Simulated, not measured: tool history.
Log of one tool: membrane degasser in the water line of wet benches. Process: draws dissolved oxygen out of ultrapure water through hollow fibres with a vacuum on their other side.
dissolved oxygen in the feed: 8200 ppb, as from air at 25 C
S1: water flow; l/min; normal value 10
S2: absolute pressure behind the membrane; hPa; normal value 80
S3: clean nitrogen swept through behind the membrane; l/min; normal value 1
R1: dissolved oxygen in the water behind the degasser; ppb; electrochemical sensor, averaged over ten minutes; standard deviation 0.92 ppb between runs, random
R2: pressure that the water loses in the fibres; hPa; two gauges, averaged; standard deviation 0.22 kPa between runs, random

| run | hour | S1 | S2 | S3 | R1 | R2 |
|---|---|---|---|---|---|---|
| 1 | 0 | 10 | 80 | 1 | 121.5 | 554.8 |
| 2 | 21.9 | 10 | 80 | 1 | 122.9 | 558.6 |
| 3 | 51.4 | 10 | 80 | 1 | 120.9 | 557.3 |
| 4 | 86.5 | 10 | 80 | 1 | 122.2 | 553.5 |
| 5 | 110.6 | 10 | 181.8 | 1 | 360.2 | 555.9 |
| 6 | 136.4 | 10 | 181.8 | 1 | 362.3 | 554.4 |
| 7 | 179.4 | 6 | 80 | 1 | 77.3 | 336.4 |
| 8 | 227.9 | 6 | 80 | 1 | 77.5 | 331.4 |
| 9 | 281.5 | 6 | 80 | 1 | 76.4 | 331.8 |
| 10 | 316.5 | 10 | 80 | 1 | 124.6 | 562.4 |
| 11 | 365.3 | 10 | 61 | 1 | 77.3 | 557.5 |
| 12 | 411 | 10 | 61 | 1 | 77 | 557.7 |
| 13 | 448.9 | 14 | 61 | 1 | 118.9 | 780.4 |
| 14 | 478.1 | 14 | 61 | 1 | 118.4 | 781.8 |
| 15 | 507.7 | 14 | 61 | 1 | 121.7 | 785.3 |
| 16 | 548.7 | 10 | 80 | 1 | 125.2 | 560.2 |
| 17 | 579.4 | 10 | 116.6 | 0.81 | 256 | 557.3 |
| 18 | 605 | 10 | 116.6 | 0.81 | 250.9 | 561.5 |
| 19 | 655.3 | 10 | 173.6 | 0.48 | 647.3 | 559.8 |
| 20 | 690.6 | 10 | 129.6 | 1.14 | 219.5 | 553.9 |
| 21 | 712.6 | 7 | 102.1 | 1.59 | 83.1 | 388.4 |
| 22 | 748.8 | 7 | 180.4 | 0.43 | 562 | 392.1 |
| 23 | 779 | 12 | 180.4 | 0.43 | 828.7 | 673.9 |
| 24 | 823 | 7 | 51 | 2.83 | 13.8 | 392.4 |
| 25 | 855.7 | 10 | 80 | 1 | 125.8 | 562 |
| 26 | 902.5 | 10 | 62.5 | 1 | 83.6 | 561.1 |
| 27 | 945 | 10 | 151.3 | 1.58 | 194.6 | 554.3 |
| 28 | 976.2 | 10 | 151.3 | 1.58 | 196.8 | 559.5 |
| 29 | 1016.1 | 14 | 142.1 | 1.14 | 345.3 | 784.8 |
|  | 1029.5 | seals of the vacuum lines changed |
| 30 | 1061 | 14 | 142.1 | 1.14 | 328.2 | 777.1 |
| 31 | 1096.9 | 10 | 69 | 0.5 | 172.9 | 559.1 |
| 32 | 1143.7 | 8 | 80 | 1.41 | 69.4 | 442.9 |

Pick out some run-to-run changes in R1. Of each, how much would a tool without hidden state show as well, from the settings, what came in and chance, and how much is left for the hidden state and any gauge scatter not in both results compared?
What the log doesn't record here: membrane still open, %; true pressure behind the membrane over the reading, kPa; air that leaks in behind the membrane, l/min; drift of the gauge itself on oxygen_ppb, %; drift of the gauge itself on loss_of_pressure_kpa, %.
Run 19 -> 20: S2 173.6 -> 129.6, S3 0.48 -> 1.14. R1 -427.8 ppb: hidden state -11.9, all else -415.9.
Run 21 -> 22: S2 102.1 -> 180.4, S3 1.59 -> 0.43. R1 +478.9 ppb: hidden state +25.9, all else +453.
Run 23 -> 24: S1 12 -> 7, S2 180.4 -> 51, S3 0.43 -> 2.83. R1 -814.9 ppb: hidden state -21.3, all else -793.6.
